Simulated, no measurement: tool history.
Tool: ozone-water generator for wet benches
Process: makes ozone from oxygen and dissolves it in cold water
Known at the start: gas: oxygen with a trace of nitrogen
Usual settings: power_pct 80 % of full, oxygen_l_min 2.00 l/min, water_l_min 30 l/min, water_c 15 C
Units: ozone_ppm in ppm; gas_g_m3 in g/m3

run	hour	power_pct	oxygen_l_min	water_l_min	water_c	ozone_ppm	gas_g_m3
1	0.0	80	2.00	30	15	10.5	228.4
2	75.3	80	2.00	30	15	10.4	231.6
3	209.7	54	2.00	30	15	8.5	188.3
4	301.6	80	2.00	30	10	10.7	227.0
5	440.5	80	2.00	34	15	9.1	225.1
6	562.7	80	2.00	34	15	9.3	226.6
7	651.8	80	2.00	30	15	10.0	227.5
8	743.3	80	2.00	30	15	10.1	229.0
9	841.4	80	2.00	30	15	10.3	225.9
10	967.9	80	2.00	30	15	9.9	225.9
11	1039.6	80	1.42	30	15	8.3	259.3
12	1126.2	80	1.42	30	15	8.5	255.8
13	1249.4	80	2.00	30	15	10.0	221.7
# hour 1278.9: water thermometer calibrated
14	1335.8	61	2.00	30	15	8.7	193.8
15	1397.1	61	2.00	30	15	8.6	191.6
16	1519.9	61	2.00	30	15	8.7	191.9
17	1595.7	80	2.00	30	15	9.9	220.9
18	1681.8	80	2.22	19	15	16.0	210.4
19	1775.3	88	2.22	19	15	16.4	220.8
# hour 1841.5: contactor cleaned
20	1843.1	88	2.22	19	15	17.3	220.8
21	1915.6	55	1.71	30	15	8.1	193.6
22	1993.2	55	1.71	30	15	8.0	195.5
23	2103.6	55	1.16	22	15	9.0	226.5
24	2212.5	80	1.84	30	15	9.8	222.9
25	2276.2	80	1.84	30	15	9.9	225.2
26	2345.6	80	1.84	30	15	9.9	224.9
27	2487.5	80	1.84	25	15	11.7	221.9
28	2564.8	80	1.61	40	17	6.8	233.0
29	2635.7	80	1.97	30	15	10.2	214.7
30	2727.1	80	1.97	30	15	9.8	215.9
31	2849.2	80	2.00	46	15	6.6	213.4
32	2954.0	80	2.00	46	15	6.3	214.0
33	3018.4	70	3.06	19	15	16.2	166.3

Some steps in ozone_ppm between neighbouring runs. How much of each would the tool show without its hidden state too (settings, what came in, random variation), and how much is left for the hidden state, with any gauge scatter that isn't in both results?
The hidden state here: yield of the discharge, % of new electrodes'; contactor's efficiency, % of a clean one's; true water temperature over the reading, C; drift of the gauge itself on ozone_ppm, %; drift of the gauge itself on gas_g_m3, %.
Run 17 -> 18: oxygen_l_min 2.00 -> 2.22, water_l_min 30 -> 19. ozone_ppm +6.1 ppm: hidden state -1.5, all else +7.6.
Run 20 -> 21: power_pct 88 -> 55, oxygen_l_min 2.22 -> 1.71, water_l_min 19 -> 30. ozone_ppm -9.2 ppm: hidden state +2.6, all else -11.8.
Run 32 -> 33: power_pct 80 -> 70, oxygen_l_min 2.00 -> 3.06, water_l_min 46 -> 19. ozone_ppm +9.9 ppm: hidden state -2.4, all else +12.3.
